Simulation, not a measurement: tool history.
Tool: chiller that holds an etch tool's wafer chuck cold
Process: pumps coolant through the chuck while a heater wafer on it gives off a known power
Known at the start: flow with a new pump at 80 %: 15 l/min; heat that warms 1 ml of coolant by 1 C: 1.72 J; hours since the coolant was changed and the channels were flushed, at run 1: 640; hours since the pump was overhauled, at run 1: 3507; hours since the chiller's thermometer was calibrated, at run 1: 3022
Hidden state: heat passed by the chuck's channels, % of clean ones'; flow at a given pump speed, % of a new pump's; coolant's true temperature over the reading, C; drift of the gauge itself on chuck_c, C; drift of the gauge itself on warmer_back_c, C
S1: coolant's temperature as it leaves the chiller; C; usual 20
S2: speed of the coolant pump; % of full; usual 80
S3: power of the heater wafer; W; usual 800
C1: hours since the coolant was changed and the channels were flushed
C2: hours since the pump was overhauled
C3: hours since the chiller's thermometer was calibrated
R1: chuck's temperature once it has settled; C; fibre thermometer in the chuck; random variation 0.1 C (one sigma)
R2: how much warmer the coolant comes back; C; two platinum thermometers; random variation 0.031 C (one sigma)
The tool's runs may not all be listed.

Run 1, hour 0.0: usual settings; C1 640; C2 3507; C3 3022. Result: R1 24.9 C, R2 1.85 C.
Run 2, hour 77.1: usual settings; C1 717; C2 3584; C3 3099. Result: R1 24.7 C, R2 1.86 C.
Run 3, hour 158.9: usual settings; C1 799; C2 3666; C3 3181. Result: R1 25.0 C, R2 1.92 C.
Run 4, hour 247.8: usual settings; C1 888; C2 3755; C3 3270. Result: R1 24.9 C, R2 1.87 C.
Run 5, hour 345.0: usual settings; C1 985; C2 3852; C3 3367. Result: R1 24.8 C, R2 1.90 C.
Run 6, hour 451.8: usual settings; C1 1092; C2 3959; C3 3474. Result: R1 24.9 C, R2 1.87 C.
Run 7, hour 554.0: usual settings; C1 1194; C2 4061; C3 3576. Result: R1 24.9 C, R2 1.87 C.
At hour 625.7: chiller's thermometer calibrated.
Run 8, hour 668.2: usual settings; C1 1307; C2 4174; C3 43. Result: R1 24.9 C, R2 1.90 C.
Run 9, hour 737.6: usual settings; C1 1377; C2 4243; C3 112. Result: R1 25.0 C, R2 1.85 C.
Run 10, hour 862.7: usual settings; C1 1502; C2 4368; C3 237. Result: R1 25.0 C, R2 1.82 C.
Run 11, hour 948.6: usual settings; C1 1588; C2 4454; C3 323. Result: R1 25.1 C, R2 1.87 C.
Run 12, hour 1042.9: usual settings; C1 1682; C2 4549; C3 417. Result: R1 24.9 C, R2 1.85 C.
Run 13, hour 1097.9: usual settings but S1 26 C; C1 1737; C2 4604; C3 472. Result: R1 31.1 C, R2 1.90 C.
Run 14, hour 1193.0: usual settings but S3 416 W; C1 1832; C2 4699; C3 567. Result: R1 22.7 C, R2 0.97 C.
Run 15, hour 1279.1: usual settings but S3 435 W; C1 1918; C2 4785; C3 653. Result: R1 22.6 C, R2 1.08 C.
Run 16, hour 1388.2: usual settings but S3 435 W; C1 2027; C2 4894; C3 762. Result: R1 22.8 C, R2 0.97 C.
Run 17, hour 1500.4: usual settings but S1 11 C, S3 726 W; C1 2140; C2 5006; C3 875. Result: R1 15.5 C, R2 1.68 C.
Run 18, hour 1568.8: usual settings but S1 11 C, S2 77 % of full, S3 448 W; C1 2208; C2 5075; C3 943. Result: R1 13.8 C, R2 1.03 C.
Run 19, hour 1697.8: usual settings but S1 27 C, S2 79 % of full, S3 959 W; C1 2337; C2 5204; C3 1072. Result: R1 33.1 C, R2 2.30 C.
Run 20, hour 1766.5: usual settings but S2 88 % of full, S3 487 W; C1 2406; C2 5272; C3 1141. Result: R1 22.8 C, R2 1.06 C.
Run 21, hour 1858.6: usual settings but S1 16 C, S2 61 % of full, S3 1117 W; C1 2498; C2 5364; C3 1233. Result: R1 24.6 C, R2 3.46 C.
Run 22, hour 1964.4: usual settings but S1 23 C, S2 66 % of full, S3 1041 W; C1 2604; C2 5470; C3 1339. Result: R1 30.6 C, R2 2.98 C.
Run 23, hour 2049.6: usual settings but S1 23 C, S2 65 % of full, S3 825 W; C1 2689; C2 5555; C3 1424. Result: R1 29.1 C, R2 2.31 C.
Run 24, hour 2117.7: usual settings but S1 23 C, S2 65 % of full, S3 825 W; C1 2757; C2 5623; C3 1492. Result: R1 29.1 C, R2 2.36 C.
Run 25, hour 2198.2: usual settings but S1 26 C, S2 68 % of full, S3 409 W; C1 2837; C2 5704; C3 1572. Result: R1 28.9 C, R2 1.13 C.
Run 26, hour 2264.2: usual settings but S1 16 C; C1 2903; C2 5770; C3 1639. Result: R1 21.1 C, R2 1.88 C.
Run 27, hour 2370.4: usual settings but S1 16 C; C1 3010; C2 5876; C3 1745. Result: R1 20.8 C, R2 1.85 C.
Run 28, hour 2457.7: usual settings but S1 16 C; C1 3097; C2 5963; C3 1832. Result: R1 21.1 C, R2 1.90 C.
Run 29, hour 2514.5: usual settings but S2 97 % of full, S3 750 W; C1 3154; C2 6020; C3 1889. Result: R1 24.0 C, R2 1.44 C.
Run 30, hour 2624.1: usual settings but S1 19 C, S2 89 % of full; C1 3263; C2 6130; C3 1998. Result: R1 23.6 C, R2 1.66 C.
Run 31, hour 2681.5: usual settings but S1 17 C, S3 516 W; C1 3321; C2 6187; C3 2056. Result: R1 20.2 C, R2 1.16 C.

Forecast each of these 4 alternatives for the next run:
Run A, hour 2750.4: usual settings but S1 26 C, S2 91 % of full, S3 627 W; C1 3390; C2 6256; C3 2125. Result: R1 ?, R2 ?.
Run B, hour 2750.4: usual settings but S2 92 % of full, S3 489 W; C1 3390; C2 6256; C3 2125. Result: R1 ?, R2 ?.
Run C, hour 2750.4: usual settings but S1 14 C, S3 918 W; C1 3390; C2 6256; C3 2125. Result: R1 ?, R2 ?.
Run D, hour 2750.4: usual settings but S1 23 C; C1 3390; C2 6256; C3 2125. Result: R1 ?, R2 ?.

run    R1    R2
  A  29.4  1.27
  B  22.6  0.99
  C  19.5  2.15
  D  28.0  1.86
Without the tool's hidden state the same runs would have given:
run    R1    R2
  A  29.4  1.26
  B  22.6  0.99
  C  19.5  2.14
  D  28.0  1.85
